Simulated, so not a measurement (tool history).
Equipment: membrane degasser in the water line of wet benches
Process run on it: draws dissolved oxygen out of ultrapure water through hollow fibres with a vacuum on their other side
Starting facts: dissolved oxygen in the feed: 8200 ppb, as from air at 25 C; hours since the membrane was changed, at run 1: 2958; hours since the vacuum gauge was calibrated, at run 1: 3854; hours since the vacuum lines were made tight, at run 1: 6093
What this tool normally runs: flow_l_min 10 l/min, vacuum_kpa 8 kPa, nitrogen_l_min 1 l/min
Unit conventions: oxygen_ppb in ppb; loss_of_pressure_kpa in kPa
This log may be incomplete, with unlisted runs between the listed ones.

run    hour  flow_l_min  vacuum_kpa  nitrogen_l_min  hours since the membrane was changed  hours since the vacuum gauge was calibrated  hours since the vacuum lines were made tight  oxygen_ppb  loss_of_pressure_kpa
  1       0          10           8               1                                  2958                                         3854                                          6093       112.7                 34.08
      134.3  -- seals of the vacuum lines changed
  2   336.5          10           8               1                                  3292                                         4188                                           202       115.1                 34.46
  3   669.6          10           8               1                                  3625                                         4521                                           535       114.3                  34.5
  4   952.2          10           8               1                                  3908                                         4804                                           818       114.8                 34.33
     1085.1  -- vacuum gauge calibrated
  5    1214          10           8               1                                  4169                                          129                                          1079         115                 34.12
  6  1378.3          10           8               1                                  4333                                          293                                          1243         113                 34.38
  7  1638.8          10           8               1                                  4594                                          554                                          1504         117                 34.06
  8  1944.3          10           8               1                                  4899                                          859                                          1809       115.6                 34.23
  9  2251.1          10           8            0.46                                  5206                                         1166                                          2116         225                 33.98
 10  2493.7          10           8            0.46                                  5449                                         1409                                          2359         228                 34.05
 11  2778.3          10           8            0.46                                  5733                                         1693                                          2643       222.9                 34.02
 12  3042.4          10        8.68            2.71                                  5998                                         1957                                          2908        51.5                 33.63
 13  3357.3           9        9.44               1                                  6312                                         2272                                          3222         133                 30.52
 14  3561.2           7       15.98            0.67                                  6516                                         2476                                          3426       308.2                 23.47

Run 15, settings as shown, results not yet in. Your forecast:
 15  3809.9           7       19.79               1                                  6765                                         2725                                          3675           ?                     ?

{"run 15": {"oxygen_ppb": 273.1, "loss_of_pressure_kpa": 23.71}}
Had the tool carried no hidden state, the very same run would have given oxygen_ppb 272.9 ppb, loss_of_pressure_kpa 23.98 kPa.
